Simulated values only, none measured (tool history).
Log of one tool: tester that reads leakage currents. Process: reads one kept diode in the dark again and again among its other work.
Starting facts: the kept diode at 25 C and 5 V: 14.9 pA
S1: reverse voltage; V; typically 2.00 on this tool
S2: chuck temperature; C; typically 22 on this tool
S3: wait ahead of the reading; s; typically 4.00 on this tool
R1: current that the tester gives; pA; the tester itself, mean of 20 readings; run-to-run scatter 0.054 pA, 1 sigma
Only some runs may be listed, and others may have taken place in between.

run,hour,S1,S2,S3,R1
1,0.0,2.00,22,4.00,6.39
# hour 22.1: chuck's temperature calibrated
2,167.9,2.00,22,4.00,7.55
3,346.5,2.00,22,4.00,7.46
4,518.6,2.00,22,4.00,7.42
5,697.3,2.00,22,4.00,7.42
6,876.3,1.15,22,4.00,5.13
7,1028.6,2.00,22,4.00,7.35
# hour 1170.0: chuck's temperature calibrated
8,1258.0,2.00,22,4.00,8.29
9,1512.1,2.00,22,4.00,8.27
10,1733.7,2.00,22,4.00,8.35
11,1842.5,3.24,22,4.00,11.54
12,2084.8,3.24,22,4.00,11.51
13,2254.3,3.24,22,4.00,11.62
# hour 2308.5: chuck's temperature calibrated
14,2505.9,2.00,22,4.00,9.25
15,2685.4,2.00,57,4.00,134.95
16,2802.6,2.00,57,4.00,133.97
17,2927.8,2.00,57,4.00,132.47
# hour 3060.8: tester calibrated
18,3097.8,2.00,57,4.00,131.40
19,3321.3,2.00,22,4.00,9.20
# hour 3447.7: chuck's temperature calibrated
20,3526.5,4.12,39,9.21,55.46
21,3735.0,1.06,20,1.33,5.98
22,3942.6,3.59,38,4.00,45.70
23,4065.2,3.59,38,4.00,45.05
24,4249.2,3.59,38,4.00,44.47
25,4366.2,3.59,38,4.00,43.77
# hour 4389.6: probe card cleaned and baked
26,4529.4,1.23,56,0.46,89.31
# hour 4593.7: chuck's temperature calibrated
27,4707.8,1.23,56,0.46,102.98
28,4935.4,1.23,56,0.46,99.90
29,5135.6,2.32,53,8.74,107.42
30,5276.7,2.00,22,9.18,6.96
31,5454.7,2.00,31,4.57,15.05
32,5660.6,2.00,22,3.79,7.02
# hour 5738.7: chuck's temperature calibrated
33,5913.4,1.79,51,4.00,82.39
34,6124.8,11.58,52,1.06,254.39
35,6307.0,11.58,52,1.06,248.33
36,6476.6,6.25,33,1.60,38.69
37,6663.2,11.10,32,0.73,54.86

What if the next run were any one of these 4? Each begins from the tool's condition after run 37:
# hour 6872.1: chuck's temperature calibrated
A,6916.4,1.25,47,4.00,?
# hour 6872.1: chuck's temperature calibrated
B,6916.4,2.00,22,0.50,?
# hour 6872.1: chuck's temperature calibrated
C,6916.4,8.67,22,2.00,?
# hour 6872.1: chuck's temperature calibrated
D,6916.4,1.46,58,2.01,?

run,R1
A,50.79
B,10.41
C,25.92
D,132.33
The same runs, with their run-to-run variation unchanged, on a tool lacking any hidden condition would have given:
run,R1
A,49.62
B,8.35
C,16.94
D,131.18
